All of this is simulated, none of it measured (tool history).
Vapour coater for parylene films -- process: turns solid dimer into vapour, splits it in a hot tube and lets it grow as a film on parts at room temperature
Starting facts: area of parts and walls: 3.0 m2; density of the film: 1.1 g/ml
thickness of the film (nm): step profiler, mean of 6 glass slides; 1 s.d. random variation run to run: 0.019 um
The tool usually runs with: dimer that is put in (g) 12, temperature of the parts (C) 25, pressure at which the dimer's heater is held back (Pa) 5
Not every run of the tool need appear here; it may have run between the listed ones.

run	hour	dimer that is put in (g)	temperature of the parts (C)	pressure at which the dimer's heater is held back (Pa)	thickness of the film (nm)
1	0	12	25	5	2040
2	21.5	12	25	11.08	1680
3	44	12	25	11.08	1670
4	70.3	12	25	11.08	1710
5	91.9	12	25	11.08	1680
6	124.5	12	25	5	1990
7	157.9	12	25	5	2020
8	185.9	12	25	5	2020
9	215.2	12	25	5	2030
10	242.5	12	24	5	2060
11	271.7	12	24	5	2070
12	299.3	12	24	5	2070
13	328.1	12	25	5	2020
14	361	12	25	5	2030
15	397	12	25	5	2020
16	429.3	12	25	5	2010
17	460.2	12	25	5	2000
18	475.6	12	25	5	2010
19	502.6	12	25	5	2010
20	520.1	12	25	5	1990
21	549.3	12	25	5	2020
22	584.5	12	25	5	2010
23	618.1	12	25	5	2030
24	649.9	12	25	5	1990
25	678.4	12	25	5	2000
26	706.2	11	24	5.35	1860
27	740.1	7	32	5	980
28	770.1	7	32	5	960
29	795.2	7	32	5	950
30	825	10	18	5	2080
# hour 837.5: trap's valve overhauled
31	845.5	10	33	2.85	1510
32	862	6	33	8.44	710
33	897.4	15	33	3.52	2140
34	913.8	15	33	3.52	2180
35	947	15	33	3.52	2190
36	981.7	22	23	5	3900
37	1017.8	7	26	5.6	1110
38	1052.4	7	26	5.6	1120
39	1080.2	7	26	5.6	1110
40	1098.6	7	25	3.02	1300
41	1115.9	17	25	5	2860
42	1146.8	17	25	5	2910
43	1172.2	10	18	7.5	1870
44	1188.8	11	25	7.5	1710

For run 45, what comes out?
45	1215	18	18	5	?

thickness of the film (nm): 3700
Were there no unlogged condition in the tool, this run, its random variation unchanged, would have produced thickness of the film (nm) 3710.

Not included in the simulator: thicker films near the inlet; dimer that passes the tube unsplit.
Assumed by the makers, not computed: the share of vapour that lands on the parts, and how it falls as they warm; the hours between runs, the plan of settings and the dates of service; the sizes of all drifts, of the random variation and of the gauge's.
